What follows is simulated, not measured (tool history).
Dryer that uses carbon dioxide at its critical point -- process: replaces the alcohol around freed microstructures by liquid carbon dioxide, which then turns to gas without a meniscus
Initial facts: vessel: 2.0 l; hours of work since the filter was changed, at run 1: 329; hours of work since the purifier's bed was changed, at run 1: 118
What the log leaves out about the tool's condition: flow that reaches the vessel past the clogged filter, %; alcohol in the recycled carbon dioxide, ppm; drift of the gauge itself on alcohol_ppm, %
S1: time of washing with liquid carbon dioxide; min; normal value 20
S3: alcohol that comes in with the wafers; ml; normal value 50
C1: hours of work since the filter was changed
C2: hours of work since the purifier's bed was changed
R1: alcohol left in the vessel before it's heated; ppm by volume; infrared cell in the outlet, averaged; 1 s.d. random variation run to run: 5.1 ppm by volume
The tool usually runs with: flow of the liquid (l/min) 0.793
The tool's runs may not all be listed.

{"run": 1, "hour": 0.0, "S1": 20, "flow of the liquid (l/min)": 0.793, "S3": 50, "C1": 329, "C2": 118, "R1": 123}
{"run": 2, "hour": 32.6, "S1": 20, "flow of the liquid (l/min)": 0.793, "S3": 50, "C1": 341, "C2": 131, "R1": 117}
{"run": 3, "hour": 66.2, "S1": 20, "flow of the liquid (l/min)": 0.793, "S3": 50, "C1": 354, "C2": 143, "R1": 124}
{"run": 4, "hour": 122.7, "S1": 20, "flow of the liquid (l/min)": 0.793, "S3": 50, "C1": 376, "C2": 165, "R1": 122}
{"run": 5, "hour": 175.9, "S1": 20, "flow of the liquid (l/min)": 0.793, "S3": 50, "C1": 397, "C2": 186, "R1": 140}
{"run": 6, "hour": 236.9, "S1": 20, "flow of the liquid (l/min)": 0.793, "S3": 50, "C1": 420, "C2": 209, "R1": 135}
{"run": 7, "hour": 286.1, "S1": 20, "flow of the liquid (l/min)": 0.793, "S3": 50, "C1": 439, "C2": 228, "R1": 155}
{"run": 8, "hour": 314.6, "S1": 20, "flow of the liquid (l/min)": 0.793, "S3": 50, "C1": 450, "C2": 239, "R1": 161}
{"run": 9, "hour": 351.4, "S1": 20, "flow of the liquid (l/min)": 0.515, "S3": 50, "C1": 464, "C2": 254, "R1": 865}
{"run": 10, "hour": 380.4, "S1": 18, "flow of the liquid (l/min)": 0.793, "S3": 50, "C1": 476, "C2": 265, "R1": 242}
{"run": 11, "hour": 424.7, "S1": 18, "flow of the liquid (l/min)": 0.793, "S3": 50, "C1": 493, "C2": 282, "R1": 255}
{"run": 12, "hour": 491.0, "S1": 18, "flow of the liquid (l/min)": 0.793, "S3": 50, "C1": 518, "C2": 308, "R1": 266}
{"hour": 508.6, "done": "inlet filter changed"}
{"run": 13, "hour": 536.1, "S1": 18, "flow of the liquid (l/min)": 0.793, "S3": 50, "C1": 11, "C2": 325, "R1": 146}
{"run": 14, "hour": 587.9, "S1": 18, "flow of the liquid (l/min)": 0.852, "S3": 50, "C1": 31, "C2": 345, "R1": 122}
{"run": 15, "hour": 629.0, "S1": 18, "flow of the liquid (l/min)": 0.852, "S3": 50, "C1": 47, "C2": 360, "R1": 118}
{"run": 16, "hour": 681.3, "S1": 18, "flow of the liquid (l/min)": 0.852, "S3": 50, "C1": 67, "C2": 381, "R1": 133}
{"run": 17, "hour": 728.9, "S1": 18, "flow of the liquid (l/min)": 0.852, "S3": 50, "C1": 85, "C2": 399, "R1": 126}
{"run": 18, "hour": 759.4, "S1": 18, "flow of the liquid (l/min)": 0.852, "S3": 50, "C1": 97, "C2": 411, "R1": 132}
{"run": 19, "hour": 798.3, "S1": 29, "flow of the liquid (l/min)": 0.793, "S3": 50, "C1": 112, "C2": 426, "R1": 67}

Predict each of these 5 candidate next runs independently; none follows another, all start after run 19:
{"run": "A", "hour": 841.9, "S1": 20, "flow of the liquid (l/min)": 0.642, "S3": 50, "C1": 129, "C2": 443, "R1": "?"}
{"run": "B", "hour": 841.9, "S1": 16, "flow of the liquid (l/min)": 0.517, "S3": 50, "C1": 129, "C2": 443, "R1": "?"}
{"run": "C", "hour": 841.9, "S1": 29, "flow of the liquid (l/min)": 1.027, "S3": 50, "C1": 129, "C2": 443, "R1": "?"}
{"run": "D", "hour": 841.9, "S1": 28, "flow of the liquid (l/min)": 0.793, "S3": 50, "C1": 129, "C2": 443, "R1": "?"}
{"run": "E", "hour": 841.9, "S1": 13, "flow of the liquid (l/min)": 0.738, "S3": 83, "C1": 129, "C2": 443, "R1": "?"}

run=A R1=283
run=B R1=1293
run=C R1=58
run=D R1=65
run=E R1=1247
With the hidden condition removed and each run's random variation left untouched, the same runs would have given:
run=A R1=186
run=B R1=1083
run=C R1=4
run=D R1=10
run=E R1=1016
